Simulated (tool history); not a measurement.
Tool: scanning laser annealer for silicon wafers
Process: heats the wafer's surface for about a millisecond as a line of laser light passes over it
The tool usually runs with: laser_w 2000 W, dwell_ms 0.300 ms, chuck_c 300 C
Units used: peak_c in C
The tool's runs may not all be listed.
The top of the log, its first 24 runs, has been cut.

| run | hour | laser_w | dwell_ms | chuck_c | peak_c |
|---|---|---|---|---|---|
| 25 | 706.7 | 2063 | 0.300 | 300 | 1111 |
| 26 | 744.6 | 1945 | 0.373 | 300 | 1146 |
| 27 | 785.2 | 1945 | 0.373 | 300 | 1148 |
| 28 | 819.5 | 2089 | 0.373 | 300 | 1225 |
| 29 | 861.5 | 2000 | 0.313 | 300 | 1086 |
| 30 | 879.5 | 2000 | 0.330 | 304 | 1115 |
| 31 | 905.4 | 2000 | 0.300 | 290 | 1059 |
| 32 | 946.5 | 1801 | 0.278 | 284 | 922 |
| 33 | 975.8 | 2166 | 0.300 | 339 | 1194 |
| 34 | 1009.9 | 1767 | 0.300 | 277 | 926 |
| 35 | 1027.3 | 2034 | 0.263 | 332 | 1060 |
| 36 | 1049.1 | 2034 | 0.263 | 332 | 1058 |
| 37 | 1074.3 | 2034 | 0.263 | 332 | 1056 |
| 38 | 1093.1 | 1860 | 0.271 | 333 | 985 |
| 39 | 1110.6 | 1860 | 0.271 | 333 | 984 |
| 40 | 1145.4 | 1860 | 0.271 | 333 | 981 |

Here are 5 independent what-if runs from the current tool condition. What would each one return?
| A | 1178.9 | 2000 | 0.228 | 300 | ? |
| B | 1178.9 | 1743 | 0.264 | 300 | ? |
| C | 1178.9 | 2070 | 0.271 | 288 | ? |
| D | 1178.9 | 1766 | 0.275 | 337 | ? |
| E | 1178.9 | 1838 | 0.290 | 287 | ? |

| run | peak_c |
|---|---|
| A | 951 |
| B | 886 |
| C | 1037 |
| D | 945 |
| E | 955 |
Without the tool's unlogged condition, the same runs would have read:
| run | peak_c |
|---|---|
| A | 989 |
| B | 920 |
| C | 1080 |
| D | 980 |
| E | 993 |
